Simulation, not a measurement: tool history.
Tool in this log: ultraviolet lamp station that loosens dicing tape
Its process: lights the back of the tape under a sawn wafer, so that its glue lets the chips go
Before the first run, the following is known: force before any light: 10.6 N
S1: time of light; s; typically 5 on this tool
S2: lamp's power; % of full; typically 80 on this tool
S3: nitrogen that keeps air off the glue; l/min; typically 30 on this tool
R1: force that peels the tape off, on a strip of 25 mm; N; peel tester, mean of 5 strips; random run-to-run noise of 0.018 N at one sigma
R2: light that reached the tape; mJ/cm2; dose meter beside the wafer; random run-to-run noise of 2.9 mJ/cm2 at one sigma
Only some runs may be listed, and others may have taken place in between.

run	hour	S1	S2	S3	R1	R2
1	0.0	5	80	30	1.073	382
2	13.1	5	80	30	1.046	371
3	42.3	5	80	30	1.040	392
4	63.3	5	80	30	1.014	393
5	91.7	5	80	30	1.025	385
6	106.7	5	80	30	1.036	392
7	122.3	5	80	15	1.717	384
8	136.0	5	72	30	1.268	343
9	148.0	5	72	30	1.292	351
10	164.7	5	80	30	1.055	383
11	188.2	5	80	30	1.075	384
12	215.6	5	80	30	1.112	376
13	235.1	5	95	30	0.765	452
14	261.7	5	95	24	0.876	446
15	281.0	5	95	24	0.885	438
16	304.8	4	80	30	1.696	299
17	324.4	4	80	30	1.715	295
18	347.4	4	80	30	1.828	293
19	368.5	4	80	30	1.761	291
20	387.4	5	91	30	0.840	416
21	415.0	2	60	36	5.194	109
22	438.6	5	93	12	1.752	415
23	466.0	6	70	26	1.240	376
24	488.5	6	70	26	1.248	376
25	517.5	2	98	30	3.637	172
26	541.6	2	98	30	3.730	170
27	556.7	3	85	36	2.537	225
28	582.3	5	80	17	1.866	348
29	605.2	5	80	17	1.956	342
30	624.8	5	69	28	1.806	300
31	644.4	5	65	10	3.378	274
32	669.9	2	69	36	4.635	117
33	685.4	2	69	36	4.755	120
34	703.5	2	69	36	4.792	118
35	725.5	2	69	36	4.856	116
36	754.6	9	98	9	0.657	734
37	773.2	5	98	27	1.001	405
38	801.4	5	98	27	1.018	403
39	831.5	5	100	16	1.291	432
40	859.8	2	60	21	5.891	102

Removed from this log: 2 entries logged between the listed runs. Between which two listed runs does each belong, and how does the tool's hidden state at the listed run before it compare with that at the listed run after it?
Run 2 -> run 3: window cleaned of glue's vapour (hour 23.1)
  lamp's light, % of a new lamp's: 93.9 -> 93.4; light that the window lets through, % of a clean one's: 95.1 -> 99.5
  measured minus no-state result, R1: +0.231 -> +0.157 N; R2: -45 -> -30 mJ/cm2
Run 38 -> run 39: window cleaned of glue's vapour (hour 818.9)
  lamp's light, % of a new lamp's: 82.1 -> 81.7; light that the window lets through, % of a clean one's: 94.9 -> 99.8
  measured minus no-state result, R1: +0.454 -> +0.460 N; R2: -114 -> -98 mJ/cm2
